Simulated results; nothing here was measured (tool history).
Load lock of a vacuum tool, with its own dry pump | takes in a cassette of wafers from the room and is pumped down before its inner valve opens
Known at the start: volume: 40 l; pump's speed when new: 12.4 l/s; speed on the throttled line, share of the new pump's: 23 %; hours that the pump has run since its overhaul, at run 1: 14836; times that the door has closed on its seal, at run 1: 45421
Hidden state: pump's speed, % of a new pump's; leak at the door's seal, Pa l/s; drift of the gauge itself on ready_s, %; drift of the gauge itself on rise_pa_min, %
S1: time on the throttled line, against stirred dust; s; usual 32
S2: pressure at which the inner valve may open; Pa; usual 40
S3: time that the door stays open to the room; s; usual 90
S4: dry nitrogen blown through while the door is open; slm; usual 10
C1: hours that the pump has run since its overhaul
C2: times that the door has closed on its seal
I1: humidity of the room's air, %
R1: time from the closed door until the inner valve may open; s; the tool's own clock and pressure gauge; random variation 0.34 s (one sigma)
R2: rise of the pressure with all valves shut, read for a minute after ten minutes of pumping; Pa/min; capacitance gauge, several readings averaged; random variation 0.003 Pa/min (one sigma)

run,day,S1,S2,S3,S4,C1,C2,I1,R1,R2
1,0.000,32,40,90,10,14836,45421,42.4,52.7,0.281
2,18.192,32,40,33,10,15273,46936,45.0,52.9,0.286
3,26.550,32,40,33,10,15474,47633,46.8,52.8,0.292
4,36.517,32,40,33,10,15713,48463,43.7,52.7,0.294
5,53.142,32,40,90,10,16112,49849,46.2,53.2,0.311
6,70.354,32,40,90,10,16525,51283,46.7,54.0,0.332
7,87.808,32,40,90,10,16944,52737,44.7,52.8,0.346
8,96.942,32,40,90,10,17163,53498,44.3,53.5,0.351
9,107.188,32,74,90,10,17409,54352,46.6,51.3,0.365
10,122.004,35,66,47,10,17765,55587,43.8,53.8,0.369
11,130.962,32,40,90,13,17980,56333,45.7,52.6,0.375
12,142.117,18,40,90,10,18247,57263,47.4,43.5,0.398
13,152.842,32,51,90,14,18505,58156,43.4,52.8,0.391

The next listed run, before its measurement:
14,163.842,25,64,90,14,18769,59073,44.9,?,?

R1: 46.6 s
R2: 0.397 Pa/min
Without the tool's hidden state the same run would have given R1 42.9 s, R2 0.020 Pa/min.
